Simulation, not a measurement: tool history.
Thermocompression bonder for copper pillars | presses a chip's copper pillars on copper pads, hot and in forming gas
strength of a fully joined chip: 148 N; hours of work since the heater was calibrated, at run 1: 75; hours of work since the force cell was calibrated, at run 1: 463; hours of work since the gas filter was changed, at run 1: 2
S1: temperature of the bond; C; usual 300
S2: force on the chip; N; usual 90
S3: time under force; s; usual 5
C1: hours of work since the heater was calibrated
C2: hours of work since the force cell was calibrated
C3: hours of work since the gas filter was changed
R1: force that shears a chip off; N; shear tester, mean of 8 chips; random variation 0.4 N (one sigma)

Run 1, hour 0.0: usual settings; C1 75; C2 463; C3 2. Result: R1 108.0 N.
Run 2, hour 6.3: usual settings but S3 7 s; C1 79; C2 467; C3 6. Result: R1 115.9 N.
Run 3, hour 16.5: usual settings; C1 85; C2 474; C3 13. Result: R1 108.4 N.
Run 4, hour 26.9: usual settings; C1 92; C2 481; C3 19. Result: R1 108.1 N.
Run 5, hour 36.0: usual settings; C1 98; C2 487; C3 25. Result: R1 106.8 N.
Run 6, hour 41.3: usual settings; C1 102; C2 490; C3 29. Result: R1 107.5 N.
Run 7, hour 49.8: usual settings; C1 107; C2 496; C3 34. Result: R1 105.9 N.
Run 8, hour 58.1: usual settings but S2 134 N; C1 112; C2 501; C3 40. Result: R1 118.5 N.
Run 9, hour 68.5: usual settings but S1 288 C; C1 119; C2 508; C3 46. Result: R1 98.1 N.
Run 10, hour 77.8: usual settings but S1 288 C, S2 109 N; C1 125; C2 514; C3 52. Result: R1 103.3 N.
Run 11, hour 83.9: usual settings but S1 288 C, S2 109 N; C1 129; C2 518; C3 56. Result: R1 103.2 N.
Run 12, hour 92.3: usual settings; C1 135; C2 523; C3 62. Result: R1 106.2 N.
Run 13, hour 101.6: usual settings but S2 83 N; C1 141; C2 529; C3 68. Result: R1 103.4 N.
Run 14, hour 109.9: usual settings but S2 83 N; C1 146; C2 534; C3 73. Result: R1 104.1 N.
Run 15, hour 116.2: usual settings but S2 83 N; C1 150; C2 539; C3 77. Result: R1 103.1 N.
At hour 119.0: heater calibrated with a thermocouple chip.
Run 16, hour 125.7: usual settings but S2 83 N; C1 4; C2 543; C3 82. Result: R1 103.6 N.
Run 17, hour 134.2: usual settings but S1 289 C, S2 83 N, S3 9 s; C1 10; C2 549; C3 88. Result: R1 110.2 N.
Run 18, hour 142.4: usual settings but S1 289 C, S2 83 N, S3 9 s; C1 15; C2 554; C3 93. Result: R1 110.8 N.
Run 19, hour 150.6: usual settings but S1 325 C, S2 83 N, S3 9 s; C1 20; C2 559; C3 98. Result: R1 130.5 N.
Run 20, hour 158.1: usual settings but S2 56 N; C1 25; C2 564; C3 103. Result: R1 90.8 N.
Run 21, hour 163.0: usual settings but S1 277 C; C1 28; C2 567; C3 106. Result: R1 87.7 N.
At hour 167.9: heater calibrated with a thermocouple chip, once more.
Run 22, hour 169.2: usual settings but S1 311 C, S3 6 s; C1 1; C2 570; C3 109. Result: R1 116.3 N.
At hour 176.3: forming gas filter changed.
Run 23, hour 177.7: usual settings but S1 313 C, S3 6 s; C1 6; C2 575; C3 1. Result: R1 121.5 N.
Run 24, hour 186.3: usual settings but S1 289 C, S3 6 s; C1 12; C2 581; C3 6. Result: R1 104.3 N.
Run 25, hour 194.3: usual settings but S1 289 C, S3 6 s; C1 17; C2 586; C3 12. Result: R1 104.2 N.
Run 26, hour 202.6: usual settings but S1 289 C, S3 6 s; C1 22; C2 591; C3 17. Result: R1 103.7 N.
Run 27, hour 207.0: usual settings but S1 289 C, S3 6 s; C1 25; C2 594; C3 20. Result: R1 104.2 N.
Run 28, hour 212.5: usual settings but S1 289 C, S3 6 s; C1 29; C2 598; C3 23. Result: R1 104.5 N.
Run 29, hour 221.6: usual settings but S1 289 C, S3 6 s; C1 34; C2 604; C3 29. Result: R1 103.7 N.
Run 30, hour 228.3: usual settings but S1 318 C, S3 7 s; C1 39; C2 608; C3 34. Result: R1 126.0 N.
Run 31, hour 235.3: usual settings but S1 316 C, S2 82 N, S3 10 s; C1 43; C2 613; C3 38. Result: R1 129.9 N.
Run 32, hour 240.3: usual settings but S1 321 C; C1 46; C2 616; C3 41. Result: R1 121.4 N.

3 ways to go on from here, each from the tool as it stands after run 32. What would each give?
Run A, hour 247.2: usual settings but S1 321 C, S2 129 N; C1 51; C2 620; C3 46. Result: R1 ?.
Run B, hour 247.2: usual settings but S3 13 s; C1 51; C2 620; C3 46. Result: R1 ?.
Run C, hour 247.2: usual settings but S3 6 s; C1 51; C2 620; C3 46. Result: R1 ?.

run     R1
  A  129.7
  B  127.9
  C  111.2
Without the tool's hidden state the same runs would have given:
run     R1
  A  131.5
  B  129.7
  C  112.7
